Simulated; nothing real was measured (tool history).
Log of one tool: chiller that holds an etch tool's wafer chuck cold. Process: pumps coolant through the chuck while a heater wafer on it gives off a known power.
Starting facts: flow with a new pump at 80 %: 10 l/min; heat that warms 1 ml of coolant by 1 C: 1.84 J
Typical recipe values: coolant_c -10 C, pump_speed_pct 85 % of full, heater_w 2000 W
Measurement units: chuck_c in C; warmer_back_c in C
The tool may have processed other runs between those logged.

run 1 day=0 | coolant_c=-10 pump_speed_pct=85 heater_w=2000 | chuck_c=14.6 warmer_back_c=6.2
run 2 day=3.121 | coolant_c=-10 pump_speed_pct=85 heater_w=2895 | chuck_c=25.8 warmer_back_c=8.95
run 3 day=4.467 | coolant_c=-10 pump_speed_pct=85 heater_w=2895 | chuck_c=26 warmer_back_c=8.93
run 4 day=7.45 | coolant_c=-10 pump_speed_pct=85 heater_w=2895 | chuck_c=25.9 warmer_back_c=8.95
run 5 day=9.075 | coolant_c=-10 pump_speed_pct=85 heater_w=2895 | chuck_c=25.9 warmer_back_c=8.96
run 6 day=10.467 | coolant_c=-10 pump_speed_pct=85 heater_w=2895 | chuck_c=26 warmer_back_c=8.91
run 7 day=13.033 | coolant_c=-10 pump_speed_pct=85 heater_w=1763 | chuck_c=11.9 warmer_back_c=5.47
run 8 day=14.688 | coolant_c=-10 pump_speed_pct=82 heater_w=2000 | chuck_c=15.5 warmer_back_c=6.49
run 9 day=16.179 | coolant_c=-10 pump_speed_pct=82 heater_w=2000 | chuck_c=15.4 warmer_back_c=6.41
run 10 day=17.738 | coolant_c=-10 pump_speed_pct=82 heater_w=2000 | chuck_c=15.4 warmer_back_c=6.45
run 11 day=19.712 | coolant_c=-10 pump_speed_pct=82 heater_w=2000 | chuck_c=15.4 warmer_back_c=6.47
run 12 day=22.562 | coolant_c=-10 pump_speed_pct=82 heater_w=2000 | chuck_c=15.5 warmer_back_c=6.51
run 13 day=25.708 | coolant_c=-10 pump_speed_pct=85 heater_w=2725 | chuck_c=24.4 warmer_back_c=8.53
run 14 day=28.612 | coolant_c=-10 pump_speed_pct=85 heater_w=2725 | chuck_c=24.4 warmer_back_c=8.44
run 15 day=30.396 | coolant_c=-10 pump_speed_pct=85 heater_w=1799 | chuck_c=12.6 warmer_back_c=5.6
run 16 day=32.042 | coolant_c=-10 pump_speed_pct=85 heater_w=2000 | chuck_c=15.2 warmer_back_c=6.25
run 17 day=34.038 | coolant_c=-10 pump_speed_pct=93 heater_w=2000 | chuck_c=13.8 warmer_back_c=5.64
run 18 day=36.292 | coolant_c=-10 pump_speed_pct=85 heater_w=1592 | chuck_c=9.9 warmer_back_c=5
run 19 day=38.921 | coolant_c=-10 pump_speed_pct=76 heater_w=1900 | chuck_c=15.9 warmer_back_c=6.64
run 20 day=41.175 | coolant_c=-10 pump_speed_pct=76 heater_w=1900 | chuck_c=15.7 warmer_back_c=6.67
run 21 day=42.471 | coolant_c=-2 pump_speed_pct=86 heater_w=1045 | chuck_c=11 warmer_back_c=3.17
run 22 day=44.758 | coolant_c=-10 pump_speed_pct=73 heater_w=2516 | chuck_c=25.1 warmer_back_c=9.3
run 23 day=46.858 | coolant_c=-10 pump_speed_pct=95 heater_w=2370 | chuck_c=18.3 warmer_back_c=6.64
run 24 day=48.483 | coolant_c=-10 pump_speed_pct=95 heater_w=2370 | chuck_c=18.3 warmer_back_c=6.55
run 25 day=51.312 | coolant_c=-10 pump_speed_pct=81 heater_w=1354 | chuck_c=7.8 warmer_back_c=4.5
run 26 day=53.238 | coolant_c=-10 pump_speed_pct=85 heater_w=1565 | chuck_c=9.8 warmer_back_c=4.95
run 27 day=55.946 | coolant_c=-10 pump_speed_pct=92 heater_w=1380 | chuck_c=6.6 warmer_back_c=3.95
run 28 day=57.892 | coolant_c=-2 pump_speed_pct=63 heater_w=1391 | chuck_c=19.5 warmer_back_c=6.01
run 29 day=59.962 | coolant_c=-19 pump_speed_pct=88 heater_w=1943 | chuck_c=5.4 warmer_back_c=5.88
run 30 day=62.158 | coolant_c=-19 pump_speed_pct=88 heater_w=1943 | chuck_c=5.3 warmer_back_c=5.85
run 31 day=64.867 | coolant_c=-19 pump_speed_pct=88 heater_w=1943 | chuck_c=5.5 warmer_back_c=5.88
run 32 day=67.571 | coolant_c=-10 pump_speed_pct=85 heater_w=1159 | chuck_c=4.8 warmer_back_c=3.69

Alternative continuations, all from the tool just after run 32; predict every row:
run A day=69.658 | coolant_c=0 pump_speed_pct=85 heater_w=2643 | chuck_c=? warmer_back_c=?
run B day=69.658 | coolant_c=-3 pump_speed_pct=62 heater_w=1749 | chuck_c=? warmer_back_c=?
run C day=69.658 | coolant_c=-10 pump_speed_pct=85 heater_w=2158 | chuck_c=? warmer_back_c=?
run D day=69.658 | coolant_c=-18 pump_speed_pct=85 heater_w=1285 | chuck_c=? warmer_back_c=?

run=A chuck_c=34.2 warmer_back_c=8.35
run=B chuck_c=24.7 warmer_back_c=7.7
run=C chuck_c=18 warmer_back_c=6.85
run=D chuck_c=-1.5 warmer_back_c=4.07
Stripped of hidden state, with their random variation kept, the same runs would have yielded:
run=A chuck_c=29.8 warmer_back_c=8.09
run=B chuck_c=21.3 warmer_back_c=7.46
run=C chuck_c=14.5 warmer_back_c=6.64
run=D chuck_c=-3.4 warmer_back_c=3.95
